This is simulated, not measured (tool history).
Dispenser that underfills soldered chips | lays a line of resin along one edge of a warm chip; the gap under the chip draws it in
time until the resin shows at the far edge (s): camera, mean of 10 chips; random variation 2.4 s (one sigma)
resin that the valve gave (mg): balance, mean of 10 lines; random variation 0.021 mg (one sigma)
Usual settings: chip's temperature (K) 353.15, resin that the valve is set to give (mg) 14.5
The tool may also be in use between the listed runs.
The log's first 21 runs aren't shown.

| run | hour | chip's temperature (K) | resin that the valve is set to give (mg) | hours of work since the syringe was changed | hours of work since the valve was cleaned | hours of work since the stage was calibrated | time until the resin shows at the far edge (s) | resin that the valve gave (mg) |
|---|---|---|---|---|---|---|---|---|
| 22 | 94.6 | 361.15 | 18.4 | 3 | 6 | 100 | 203.5 | 18.33 |
|  | 98.3 | new syringe of resin |
| 23 | 100.5 | 344.15 | 17.4 | 2 | 11 | 105 | 312 | 17.27 |
| 24 | 103.3 | 363.15 | 17.7 | 4 | 13 | 107 | 200.8 | 17.58 |
|  | 106 | new syringe of resin |
| 25 | 108.6 | 363.15 | 17.7 | 2 | 17 | 111 | 188.3 | 17.49 |
|  | 113.7 | new syringe of resin |
| 26 | 114.5 | 363.15 | 17.7 | 1 | 21 | 115 | 172.6 | 17.46 |
| 27 | 118.8 | 363.15 | 17.7 | 4 | 25 | 119 | 202.9 | 17.43 |
|  | 121.5 | new syringe of resin |
| 28 | 122.3 | 359.15 | 14.5 | 1 | 27 | 121 | 199.4 | 14.24 |
| 29 | 124.9 | 358.15 | 17.7 | 3 | 29 | 123 | 222.9 | 17.34 |
| 30 | 127.5 | 358.15 | 17.7 | 5 | 31 | 125 | 238.5 | 17.35 |
|  | 129.1 | new syringe of resin |
| 31 | 131.4 | 358.15 | 17.7 | 2 | 34 | 128 | 211.7 | 17.37 |
| 32 | 135 | 346.15 | 17 | 5 | 37 | 131 | 346.8 | 16.64 |
|  | 136.8 | new syringe of resin |
| 33 | 139.1 | 356.15 | 12.9 | 2 | 40 | 134 | 227.5 | 12.59 |
|  | 144.2 | new syringe of resin |
|  | 146.2 | dispensing valve cleaned and set on the balance |
| 34 | 146.2 | 357.15 | 17.8 | 1 | 0 | 139 | 207.3 | 17.86 |
| 35 | 151.8 | 357.15 | 17.8 | 5 | 4 | 143 | 251.9 | 17.78 |

Forecast each of these 4 alternatives for the next run:
|  | 152.7 | new syringe of resin |
| A | 154.7 | 356.15 | 13.9 | 2 | 6 | 145 | ? | ? |
|  | 152.7 | new syringe of resin |
| B | 154.7 | 341.15 | 13.9 | 2 | 6 | 145 | ? | ? |
|  | 152.7 | new syringe of resin |
| C | 154.7 | 366.15 | 18.3 | 2 | 6 | 145 | ? | ? |
|  | 152.7 | new syringe of resin |
| D | 154.7 | 353.15 | 12.8 | 2 | 6 | 145 | ? | ? |

| run | time until the resin shows at the far edge (s) | resin that the valve gave (mg) |
|---|---|---|
| A | 220.2 | 13.86 |
| B | 344 | 13.83 |
| C | 165.4 | 18.24 |
| D | 244.5 | 12.75 |
Without the tool's hidden state the same runs would have given:
| run | time until the resin shows at the far edge (s) | resin that the valve gave (mg) |
|---|---|---|
| A | 213.9 | 13.9 |
| B | 335.2 | 13.87 |
| C | 160.4 | 18.29 |
| D | 237.6 | 12.78 |
